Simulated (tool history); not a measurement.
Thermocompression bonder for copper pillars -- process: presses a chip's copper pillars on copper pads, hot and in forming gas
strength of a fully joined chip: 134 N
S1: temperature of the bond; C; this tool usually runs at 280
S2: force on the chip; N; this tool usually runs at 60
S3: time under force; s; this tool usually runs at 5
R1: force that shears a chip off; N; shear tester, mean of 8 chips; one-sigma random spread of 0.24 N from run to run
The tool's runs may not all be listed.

Run 1, day 0.000: usual settings. Result: R1 53.8 N.
Run 2, day 0.292: usual settings. Result: R1 54.1 N.
Run 3, day 0.579: usual settings. Result: R1 53.8 N.
Run 4, day 0.838: usual settings but S2 61 N. Result: R1 54.5 N.
Run 5, day 1.196: usual settings but S1 289 C. Result: R1 58.0 N.
Run 6, day 1.579: usual settings but S2 42 N. Result: R1 38.4 N.
Run 7, day 1.825: usual settings but S2 42 N. Result: R1 37.9 N.
Run 8, day 2.062: usual settings but S3 9 s. Result: R1 66.9 N.
Run 9, day 2.292: usual settings. Result: R1 53.4 N.
Run 10, day 2.717: usual settings. Result: R1 54.1 N.
Run 11, day 3.088: usual settings. Result: R1 53.3 N.
Run 12, day 3.467: usual settings. Result: R1 53.8 N.
Run 13, day 3.671: usual settings. Result: R1 53.7 N.
Run 14, day 4.004: usual settings but S3 4 s. Result: R1 49.3 N.
Run 15, day 4.404: usual settings but S1 261 C, S2 79 N, S3 3 s. Result: R1 47.2 N.
Run 16, day 4.604: usual settings but S1 279 C, S2 36 N, S3 6 s. Result: R1 34.6 N.
Run 17, day 4.917: usual settings but S1 261 C, S2 74 N, S3 6 s. Result: R1 57.6 N.
Run 18, day 5.150: usual settings but S1 295 C, S2 45 N, S3 10 s. Result: R1 60.7 N.
Run 19, day 5.508: usual settings but S1 295 C, S2 45 N, S3 10 s. Result: R1 61.2 N.
Run 20, day 5.900: usual settings but S1 272 C, S2 82 N, S3 10 s. Result: R1 82.3 N.
Run 21, day 6.146: usual settings but S2 85 N. Result: R1 72.4 N.
Run 22, day 6.567: usual settings but S2 44 N, S3 10 s. Result: R1 52.5 N.
Run 23, day 6.767: usual settings but S1 265 C, S3 13 s. Result: R1 66.3 N.
Run 24, day 7.004: usual settings but S2 44 N, S3 13 s. Result: R1 57.6 N.
Run 25, day 7.238: usual settings but S2 36 N, S3 7 s. Result: R1 37.4 N.

Measured result minus the same run's result without the hidden state. Both carry the same run-to-run variation, though not necessarily the same gauge scatter:
Unlogged tool condition in this case: true temperature of the bond over the reading, C; force that reaches the chip, % of what is set; oxide that the forming gas leaves, % of the face; drift of the gauge itself on shear_n, %.
run    R1
  1  +0.8
  2  +0.8
  3  +0.7
  4  +0.7
  5  +0.7
  6  +0.6
  7  +0.6
  8  +0.7
  9  +0.7
 10  +0.7
 11  +0.7
 12  +0.6
 13  +0.6
 14  +0.6
 15  +0.6
 16  +0.4
 17  +0.6
 18  +0.5
 19  +0.5
 20  +0.3
 21  +0.4
 22  +0.6
 23  +0.5
 24  +0.5
 25  +0.5
